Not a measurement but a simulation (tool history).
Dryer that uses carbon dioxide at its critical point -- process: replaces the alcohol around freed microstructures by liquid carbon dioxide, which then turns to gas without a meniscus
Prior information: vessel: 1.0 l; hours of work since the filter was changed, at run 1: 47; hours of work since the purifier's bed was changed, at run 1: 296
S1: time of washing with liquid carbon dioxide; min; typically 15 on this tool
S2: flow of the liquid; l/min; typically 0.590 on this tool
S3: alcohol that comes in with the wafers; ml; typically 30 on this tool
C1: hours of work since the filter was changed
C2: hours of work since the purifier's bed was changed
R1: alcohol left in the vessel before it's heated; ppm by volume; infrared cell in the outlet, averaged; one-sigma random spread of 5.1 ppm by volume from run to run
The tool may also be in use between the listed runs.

run	hour	S1	S2	S3	C1	C2	R1
1	0.0	15	0.590	30	47	296	65
2	17.7	15	0.590	30	57	306	62
3	33.7	15	0.590	30	67	315	64
4	48.4	15	0.590	30	75	324	63
5	62.0	15	0.590	30	83	332	79
6	72.0	15	0.590	30	89	338	74
7	89.3	15	0.590	30	99	348	69
8	103.7	15	0.590	30	107	356	64
9	115.2	10	0.590	43	114	363	642
10	124.1	16	0.686	30	119	368	34
11	138.2	13	0.590	77	127	376	349

For run 12, what comes out?
12	148.1	13	0.590	77	133	382	?

R1: 355 ppm by volume
Without the tool's hidden state the same run would have given R1 278 ppm by volume.
